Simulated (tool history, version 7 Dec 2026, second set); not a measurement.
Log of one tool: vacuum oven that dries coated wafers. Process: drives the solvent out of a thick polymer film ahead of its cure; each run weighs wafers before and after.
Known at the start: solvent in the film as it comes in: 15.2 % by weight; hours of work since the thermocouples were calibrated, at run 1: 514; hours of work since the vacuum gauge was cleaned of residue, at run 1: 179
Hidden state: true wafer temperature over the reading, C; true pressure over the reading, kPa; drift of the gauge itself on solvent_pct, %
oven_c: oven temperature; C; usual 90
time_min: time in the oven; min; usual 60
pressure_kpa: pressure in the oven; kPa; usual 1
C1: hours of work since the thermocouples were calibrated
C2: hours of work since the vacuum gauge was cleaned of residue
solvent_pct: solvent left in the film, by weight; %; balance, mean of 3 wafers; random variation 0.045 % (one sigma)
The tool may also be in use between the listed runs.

Run 1, day 0: usual settings; C1 514; C2 179. Result: solvent_pct 1.71 %.
Run 2, day 0.696: usual settings; C1 527; C2 191. Result: solvent_pct 1.76 %.
Run 3, day 1.121: usual settings; C1 534; C2 199. Result: solvent_pct 1.72 %.
Run 4, day 1.625: usual settings but pressure_kpa 0.72 kPa; C1 543; C2 208. Result: solvent_pct 1.68 %.
Run 5, day 2.475: usual settings but pressure_kpa 0.72 kPa; C1 558; C2 223. Result: solvent_pct 1.65 %.
Run 6, day 2.879: usual settings but oven_c 95 C; C1 565; C2 230. Result: solvent_pct 0.9 %.
Run 7, day 3.254: usual settings but oven_c 95 C; C1 572; C2 236. Result: solvent_pct 0.89 %.
Run 8, day 3.888: usual settings but oven_c 96 C; C1 583; C2 247. Result: solvent_pct 0.73 %.
Run 9, day 4.412: usual settings but oven_c 96 C; C1 592; C2 257. Result: solvent_pct 0.75 %.
Run 10, day 4.933: usual settings but oven_c 78 C, pressure_kpa 2.81 kPa; C1 601; C2 266. Result: solvent_pct 5.6 %.
At day 5.054: oven's thermocouples calibrated.
Run 11, day 5.546: usual settings but oven_c 85 C, time_min 38 min, pressure_kpa 1.48 kPa; C1 9; C2 275. Result: solvent_pct 4.81 %.
Run 12, day 6.292: usual settings but oven_c 75 C, pressure_kpa 1.41 kPa; C1 22; C2 288. Result: solvent_pct 5.87 %.
Run 13, day 6.846: usual settings but time_min 45 min, pressure_kpa 0.82 kPa; C1 32; C2 298. Result: solvent_pct 2.45 %.
Run 14, day 7.475: usual settings but time_min 94 min, pressure_kpa 0.87 kPa; C1 43; C2 309. Result: solvent_pct 0.61 %.
Run 15, day 8.238: usual settings but oven_c 88 C, time_min 56 min, pressure_kpa 3.01 kPa; C1 56; C2 323. Result: solvent_pct 2.56 %.
Run 16, day 8.888: usual settings but oven_c 88 C, time_min 56 min, pressure_kpa 3.01 kPa; C1 68; C2 334. Result: solvent_pct 2.56 %.

Measured less the same run without the tool's hidden state. The same run-to-run variation is in both; the gauge's scatter may not be:
run  solvent_pct
  1        -0.48
  2        -0.49
  3        -0.49
  4        -0.49
  5         -0.5
  6        -0.33
  7        -0.32
  8        -0.28
  9        -0.29
 10        -0.72
 11        -0.98
 12        -0.98
 13        -0.86
 14        -0.35
 15        -0.84
 16        -0.86
